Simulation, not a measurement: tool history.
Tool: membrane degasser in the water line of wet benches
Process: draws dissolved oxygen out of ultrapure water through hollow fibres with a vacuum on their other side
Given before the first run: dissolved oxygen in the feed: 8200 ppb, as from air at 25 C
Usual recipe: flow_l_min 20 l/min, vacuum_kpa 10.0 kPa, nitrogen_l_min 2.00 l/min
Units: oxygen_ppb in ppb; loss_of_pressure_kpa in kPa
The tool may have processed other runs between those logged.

Run 1, hour 0.0: usual settings. Result: oxygen_ppb 174.5 ppb, loss_of_pressure_kpa 29.89 kPa.
Run 2, hour 154.1: usual settings. Result: oxygen_ppb 176.2 ppb, loss_of_pressure_kpa 29.68 kPa.
Run 3, hour 339.7: usual settings but flow_l_min 29 l/min. Result: oxygen_ppb 268.7 ppb, loss_of_pressure_kpa 42.94 kPa.
Run 4, hour 537.5: usual settings. Result: oxygen_ppb 176.5 ppb, loss_of_pressure_kpa 29.81 kPa.
Run 5, hour 647.4: usual settings. Result: oxygen_ppb 176.5 ppb, loss_of_pressure_kpa 29.67 kPa.
Run 6, hour 810.7: usual settings. Result: oxygen_ppb 176.2 ppb, loss_of_pressure_kpa 29.93 kPa.
Run 7, hour 1032.9: usual settings but nitrogen_l_min 1.53 l/min. Result: oxygen_ppb 218.0 ppb, loss_of_pressure_kpa 30.05 kPa.
Run 8, hour 1162.4: usual settings but nitrogen_l_min 1.53 l/min. Result: oxygen_ppb 218.1 ppb, loss_of_pressure_kpa 30.04 kPa.
Run 9, hour 1272.8: usual settings but flow_l_min 16 l/min. Result: oxygen_ppb 136.0 ppb, loss_of_pressure_kpa 23.94 kPa.
Run 10, hour 1427.0: usual settings but flow_l_min 16 l/min. Result: oxygen_ppb 135.2 ppb, loss_of_pressure_kpa 23.76 kPa.
Run 11, hour 1557.0: usual settings but flow_l_min 16 l/min. Result: oxygen_ppb 136.8 ppb, loss_of_pressure_kpa 24.14 kPa.
Run 12, hour 1682.0: usual settings but flow_l_min 16 l/min. Result: oxygen_ppb 137.3 ppb, loss_of_pressure_kpa 23.83 kPa.
Run 13, hour 1883.0: usual settings but nitrogen_l_min 4.40 l/min. Result: oxygen_ppb 88.9 ppb, loss_of_pressure_kpa 29.79 kPa.
Run 14, hour 2110.9: usual settings but nitrogen_l_min 1.12 l/min. Result: oxygen_ppb 284.0 ppb, loss_of_pressure_kpa 29.94 kPa.
Run 15, hour 2356.7: usual settings but nitrogen_l_min 1.12 l/min. Result: oxygen_ppb 288.7 ppb, loss_of_pressure_kpa 29.76 kPa.
Run 16, hour 2479.7: usual settings but nitrogen_l_min 1.12 l/min. Result: oxygen_ppb 283.3 ppb, loss_of_pressure_kpa 30.04 kPa.
Run 17, hour 2716.4: usual settings but flow_l_min 30 l/min, vacuum_kpa 23.9 kPa, nitrogen_l_min 2.06 l/min. Result: oxygen_ppb 694.6 ppb, loss_of_pressure_kpa 45.25 kPa.
Run 18, hour 2894.5: usual settings but flow_l_min 30 l/min, vacuum_kpa 23.9 kPa, nitrogen_l_min 2.06 l/min. Result: oxygen_ppb 689.2 ppb, loss_of_pressure_kpa 44.77 kPa.
Run 19, hour 3070.5: usual settings but flow_l_min 30 l/min, vacuum_kpa 23.9 kPa, nitrogen_l_min 2.06 l/min. Result: oxygen_ppb 691.8 ppb, loss_of_pressure_kpa 45.26 kPa.
Run 20, hour 3300.3: usual settings but flow_l_min 30 l/min, vacuum_kpa 23.9 kPa, nitrogen_l_min 2.06 l/min. Result: oxygen_ppb 693.8 ppb, loss_of_pressure_kpa 45.10 kPa.
Run 21, hour 3550.4: usual settings but flow_l_min 28 l/min, vacuum_kpa 24.1 kPa, nitrogen_l_min 5.03 l/min. Result: oxygen_ppb 314.9 ppb, loss_of_pressure_kpa 42.50 kPa.
Run 22, hour 3716.2: usual settings but flow_l_min 22 l/min, vacuum_kpa 7.3 kPa, nitrogen_l_min 1.97 l/min. Result: oxygen_ppb 129.9 ppb, loss_of_pressure_kpa 33.26 kPa.
Run 23, hour 3861.3: usual settings but vacuum_kpa 20.4 kPa, nitrogen_l_min 1.39 l/min. Result: oxygen_ppb 556.3 ppb, loss_of_pressure_kpa 30.03 kPa.
Run 24, hour 4019.2: usual settings but flow_l_min 32 l/min, vacuum_kpa 8.5 kPa, nitrogen_l_min 2.85 l/min. Result: oxygen_ppb 199.7 ppb, loss_of_pressure_kpa 48.20 kPa.
Run 25, hour 4192.0: usual settings but flow_l_min 32 l/min, vacuum_kpa 8.3 kPa, nitrogen_l_min 1.13 l/min. Result: oxygen_ppb 363.7 ppb, loss_of_pressure_kpa 48.32 kPa.
Run 26, hour 4341.3: usual settings but flow_l_min 32 l/min, vacuum_kpa 8.3 kPa, nitrogen_l_min 1.13 l/min. Result: oxygen_ppb 365.4 ppb, loss_of_pressure_kpa 48.26 kPa.
Run 27, hour 4533.8: usual settings but flow_l_min 16 l/min, nitrogen_l_min 2.18 l/min. Result: oxygen_ppb 128.1 ppb, loss_of_pressure_kpa 24.10 kPa.
Run 28, hour 4725.5: usual settings but flow_l_min 21 l/min, vacuum_kpa 14.5 kPa, nitrogen_l_min 3.84 l/min. Result: oxygen_ppb 166.8 ppb, loss_of_pressure_kpa 31.85 kPa.
Run 29, hour 4850.6: usual settings but flow_l_min 13 l/min, vacuum_kpa 14.4 kPa. Result: oxygen_ppb 175.8 ppb, loss_of_pressure_kpa 19.67 kPa.
Run 30, hour 5021.2: usual settings but flow_l_min 14 l/min, vacuum_kpa 20.3 kPa, nitrogen_l_min 1.27 l/min. Result: oxygen_ppb 429.5 ppb, loss_of_pressure_kpa 21.18 kPa.
Run 31, hour 5129.5: usual settings but vacuum_kpa 10.2 kPa. Result: oxygen_ppb 181.0 ppb, loss_of_pressure_kpa 30.28 kPa.
Run 32, hour 5295.0: usual settings but flow_l_min 24 l/min, vacuum_kpa 21.4 kPa, nitrogen_l_min 1.68 l/min. Result: oxygen_ppb 585.4 ppb, loss_of_pressure_kpa 36.77 kPa.

Withheld: 2 entries from between the runs. Position of each, and hidden state at the listed run before versus the listed run after:
After run 6, before run 7: vacuum gauge calibrated (hour 961.1)
  membrane still open, %: 99 -> 98.9; true pressure behind the membrane over the reading, kPa: 0.21 -> 0.01; air that leaks in behind the membrane, l/min: 0.0084 -> 0.0086
  the result without the hidden state subtracted from the measured one, oxygen_ppb: +6.8 -> +2.7 ppb; loss_of_pressure_kpa: +0.31 -> +0.34 kPa
After run 26, before run 27: seals of the vacuum lines changed (hour 4423.7)
  membrane still open, %: 97.8 -> 97.7; true pressure behind the membrane over the reading, kPa: 0.17 -> 0.18; air that leaks in behind the membrane, l/min: 0.0127 -> 0.0011
  the result without the hidden state subtracted from the measured one, oxygen_ppb: +16.5 -> +3.9 ppb; loss_of_pressure_kpa: +1.09 -> +0.55 kPa
